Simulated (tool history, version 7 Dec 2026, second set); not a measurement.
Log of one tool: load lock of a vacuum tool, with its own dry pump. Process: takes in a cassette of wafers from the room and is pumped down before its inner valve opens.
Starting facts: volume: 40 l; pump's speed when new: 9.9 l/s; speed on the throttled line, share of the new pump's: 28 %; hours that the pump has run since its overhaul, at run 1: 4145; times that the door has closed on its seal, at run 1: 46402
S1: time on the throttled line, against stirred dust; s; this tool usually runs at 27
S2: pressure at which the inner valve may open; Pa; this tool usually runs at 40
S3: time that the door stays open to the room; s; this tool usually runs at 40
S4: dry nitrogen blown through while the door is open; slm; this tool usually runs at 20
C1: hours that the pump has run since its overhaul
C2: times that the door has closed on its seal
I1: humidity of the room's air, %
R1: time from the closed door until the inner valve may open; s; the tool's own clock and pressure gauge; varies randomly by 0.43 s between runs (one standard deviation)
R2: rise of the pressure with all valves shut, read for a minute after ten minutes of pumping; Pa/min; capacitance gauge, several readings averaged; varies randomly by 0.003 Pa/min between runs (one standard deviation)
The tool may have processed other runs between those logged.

Run 1, day 0: usual settings; C1 4145; C2 46402; I1 43.6. Result: R1 51.3 s, R2 0.328 Pa/min.
Run 2, day 2.888: usual settings but S3 176 s; C1 4214; C2 46665; I1 44.1. Result: R1 52.8 s, R2 0.342 Pa/min.
Run 3, day 4.729: usual settings but S3 176 s; C1 4258; C2 46832; I1 46.7. Result: R1 52.1 s, R2 0.354 Pa/min.
Run 4, day 8.75: usual settings but S3 176 s; C1 4355; C2 47197; I1 47.6. Result: R1 52.3 s, R2 0.362 Pa/min.
Run 5, day 11.879: usual settings but S3 176 s; C1 4430; C2 47482; I1 43. Result: R1 52.2 s, R2 0.364 Pa/min.
Run 6, day 14.808: usual settings but S3 176 s; C1 4500; C2 47747; I1 43.3. Result: R1 52.6 s, R2 0.362 Pa/min.
Run 7, day 17.558: usual settings but S3 176 s; C1 4566; C2 47997; I1 43.5. Result: R1 51.9 s, R2 0.366 Pa/min.
Run 8, day 20.858: usual settings but S3 176 s; C1 4646; C2 48297; I1 45.8. Result: R1 52.4 s, R2 0.366 Pa/min.
Run 9, day 24.658: usual settings; C1 4737; C2 48642; I1 50.4. Result: R1 52.3 s, R2 0.353 Pa/min.
Run 10, day 28.95: usual settings but S4 14 slm; C1 4840; C2 49032; I1 43.9. Result: R1 51.9 s, R2 0.354 Pa/min.
Run 11, day 31.05: usual settings but S1 15 s; C1 4890; C2 49223; I1 45.1. Result: R1 44.2 s, R2 0.355 Pa/min.
Run 12, day 32.925: usual settings but S1 15 s; C1 4935; C2 49394; I1 46.1. Result: R1 44.1 s, R2 0.361 Pa/min.
Run 13, day 35.554: usual settings but S1 15 s; C1 4998; C2 49632; I1 46.2. Result: R1 43.5 s, R2 0.354 Pa/min.
Run 14, day 37.712: usual settings but S3 49 s; C1 5050; C2 49829; I1 41.9. Result: R1 53.1 s, R2 0.368 Pa/min.
Run 15, day 40.05: usual settings but S3 49 s; C1 5106; C2 50041; I1 44.8. Result: R1 52.5 s, R2 0.367 Pa/min.
Run 16, day 42.442: usual settings but S3 49 s; C1 5164; C2 50258; I1 45.3. Result: R1 52.9 s, R2 0.37 Pa/min.
Run 17, day 44.288: usual settings but S3 49 s; C1 5208; C2 50426; I1 44.4. Result: R1 52.4 s, R2 0.373 Pa/min.
Run 18, day 47.117: usual settings; C1 5276; C2 50683; I1 44.1. Result: R1 52.8 s, R2 0.362 Pa/min.
Run 19, day 50.667: usual settings but S1 32 s, S4 6 slm; C1 5361; C2 51005; I1 44.9. Result: R1 56.3 s, R2 0.38 Pa/min.
Run 20, day 53.788: usual settings but S4 17 slm; C1 5436; C2 51289; I1 45.8. Result: R1 53.2 s, R2 0.376 Pa/min.
Run 21, day 56.629: usual settings but S4 17 slm; C1 5504; C2 51547; I1 43.6. Result: R1 53.2 s, R2 0.382 Pa/min.
Run 22, day 60.629: usual settings but S4 17 slm; C1 5600; C2 51910; I1 43.9. Result: R1 53 s, R2 0.386 Pa/min.
Run 23, day 64.904: usual settings but S2 28 Pa, S4 30 slm; C1 5703; C2 52299; I1 44.9. Result: R1 54.4 s, R2 0.387 Pa/min.
Run 24, day 67.971: usual settings but S3 26 s, S4 34 slm; C1 5776; C2 52578; I1 47.2. Result: R1 53.6 s, R2 0.389 Pa/min.
Run 25, day 70.033: usual settings but S3 26 s, S4 34 slm; C1 5826; C2 52765; I1 44.2. Result: R1 52.5 s, R2 0.385 Pa/min.
Run 26, day 72.354: usual settings but S3 33 s, S4 8 slm; C1 5881; C2 52976; I1 44.7. Result: R1 53.3 s, R2 0.403 Pa/min.
Run 27, day 74.883: usual settings but S3 39 s, S4 8 slm; C1 5942; C2 53206; I1 46.7. Result: R1 52.5 s, R2 0.41 Pa/min.
Run 28, day 78.617: usual settings but S3 39 s, S4 8 slm; C1 6032; C2 53545; I1 47.9. Result: R1 53.5 s, R2 0.415 Pa/min.
Run 29, day 82.008: usual settings but S3 26 s, S4 11 slm; C1 6113; C2 53853; I1 44.2. Result: R1 52.6 s, R2 0.41 Pa/min.
Run 30, day 84.358: usual settings but S3 26 s, S4 11 slm; C1 6170; C2 54066; I1 45.8. Result: R1 52.8 s, R2 0.411 Pa/min.
Run 31, day 88.704: usual settings but S1 18 s, S2 29 Pa, S3 156 s, S4 7 slm; C1 6274; C2 54461; I1 44.8. Result: R1 48.2 s, R2 0.437 Pa/min.
Run 32, day 91.05: usual settings but S1 48 s, S2 29 Pa, S3 156 s, S4 15 slm; C1 6330; C2 54675; I1 47. Result: R1 68.6 s, R2 0.442 Pa/min.
Run 33, day 94.121: usual settings but S1 39 s, S3 39 s, S4 5 slm; C1 6404; C2 54953; I1 43.1. Result: R1 61.4 s, R2 0.43 Pa/min.
Run 34, day 97.692: usual settings but S1 14 s, S2 51 Pa, S3 230 s, S4 28 slm; C1 6490; C2 55278; I1 44. Result: R1 42.6 s, R2 0.454 Pa/min.
Run 35, day 99.533: usual settings but S1 14 s, S2 51 Pa, S3 230 s, S4 28 slm; C1 6534; C2 55445; I1 46.6. Result: R1 42.6 s, R2 0.453 Pa/min.
Run 36, day 101.654: usual settings but S1 22 s, S2 69 Pa, S3 230 s, S4 5 slm; C1 6585; C2 55638; I1 43.7. Result: R1 46.9 s, R2 0.481 Pa/min.

Results per run with the tool's hidden condition removed, run-to-run variation unchanged:
Hidden conditions of the tool in this case: pump's speed, % of a new pump's; leak at the door's seal, Pa l/s; drift of the gauge itself on ready_s, %; drift of the gauge itself on rise_pa_min, %.
run    R1     R2
  1  50.2  0.027
  2  51.6  0.046
  3  50.9  0.049
  4  51.1  0.053
  5  50.9  0.048
  6  51.4  0.045
  7  50.6  0.045
  8  51.1  0.044
  9    51  0.028
 10  50.5  0.024
 11  42.5  0.018
 12  42.4  0.022
 13  41.8  0.019
 14  51.6  0.025
 15    51  0.024
 16  51.4  0.032
 17  50.9  0.029
 18  51.3  0.021
 19  54.8   0.03
 20  51.6  0.026
 21  51.6  0.026
 22  51.4  0.025
 23  52.6   0.02
 24  51.9  0.018
 25  50.8  0.018
 26  51.6  0.028
 27  50.8  0.033
 28  51.7  0.033
 29  50.8  0.024
 30    51  0.026
 31  46.1  0.054
 32  67.2   0.05
 33  59.8  0.031
 34  40.5  0.046
 35  40.4  0.051
 36  45.1  0.078
